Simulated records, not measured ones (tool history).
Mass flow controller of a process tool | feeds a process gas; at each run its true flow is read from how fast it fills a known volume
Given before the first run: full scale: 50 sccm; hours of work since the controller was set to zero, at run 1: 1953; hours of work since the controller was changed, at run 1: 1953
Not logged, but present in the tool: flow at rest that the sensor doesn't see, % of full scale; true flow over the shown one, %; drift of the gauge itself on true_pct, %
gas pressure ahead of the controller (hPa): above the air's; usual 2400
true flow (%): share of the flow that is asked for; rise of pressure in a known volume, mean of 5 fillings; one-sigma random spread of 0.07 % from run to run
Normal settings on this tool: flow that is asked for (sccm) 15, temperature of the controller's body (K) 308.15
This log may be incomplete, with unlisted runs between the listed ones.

run      day  flow that is asked for (sccm)  gas pressure ahead of the controller (hPa)  temperature of the controller's body (K)  hours of work since the controller was set to zero  hours of work since the controller was changed  true flow (%)
  1        0                             15                                        2400                                    308.15                                                1953                                            1953         100.49
  2    4.754                             15                                        2400                                    308.15                                                2028                                            2028         100.61
  3    8.417                             15                                        2400                                    308.15                                                2085                                            2085         100.69
  4   11.846                             15                                        2400                                    308.15                                                2139                                            2139         100.62
  5   17.017                             15                                        2400                                    308.15                                                2220                                            2220         100.57
  6   21.583                             15                                        2400                                    308.15                                                2292                                            2292         100.84
  7   26.133                             15                                        2400                                    308.15                                                2363                                            2363         100.94
  8   33.696                             38                                        2400                                    308.15                                                2482                                            2482         101.27
  9   39.146                              8                                        2400                                    308.15                                                2567                                            2567         102.31
 10   43.979                             15                                        2400                                    299.15                                                2643                                            2643         100.77
 11   51.892                             28                                        2400                                    308.15                                                2767                                            2767          101.2
 12   57.254                             15                                        2400                                    307.15                                                2852                                            2852         101.32
 13   63.312                             15                                        2400                                    307.15                                                2947                                            2947         101.52
 14   70.771                             15                                        2390                                    308.15                                                3064                                            3064         101.62
 15   78.754                              8                                        2390                                    308.15                                                3189                                            3189          103.3
 16   85.838                             15                                        2400                                    308.15                                                3300                                            3300         101.85
 17   90.842                             15                                        2610                                    308.15                                                3379                                            3379         101.85
 18   96.033                             15                                        2400                                    308.15                                                3460                                            3460            102
 19  100.875                             15                                        2400                                    308.15                                                3536                                            3536         102.11
 20    108.1                             41                                        1520                                    308.15                                                3649                                            3649         102.44
 21  111.354                             41                                        1520                                    308.15                                                3701                                            3701         102.36
 22  116.454                             41                                        1520                                    308.15                                                3781                                            3781         102.42
 23  122.371                             12                                        2640                                    308.15                                                3873                                            3873          102.8
 24  129.483                             25                                        2400                                    297.15                                                3985                                            3985         101.58
 25  134.079                             25                                        2400                                    297.15                                                4057                                            4057         101.62
 26  138.283                              7                                        1670                                    303.15                                                4123                                            4123         105.61
 27  144.583                             15                                        2110                                    306.15                                                4222                                            4222         102.66
 28  149.925                             15                                        2590                                    308.15                                                4306                                            4306         102.82
 29  156.208                             15                                        2590                                    308.15                                                4404                                            4404            103
 30  161.325                              6                                        1960                                    313.15                                                4485                                            4485         107.52

Expected results for the next run?
 31  164.692                              6                                        1960                                    313.15                                                4537                                            4537              ?

Logged for run 31: true flow (%) 107.54.
Were there no unlogged condition in the tool, this run, its random variation unchanged, would have produced true flow (%) 97.8.

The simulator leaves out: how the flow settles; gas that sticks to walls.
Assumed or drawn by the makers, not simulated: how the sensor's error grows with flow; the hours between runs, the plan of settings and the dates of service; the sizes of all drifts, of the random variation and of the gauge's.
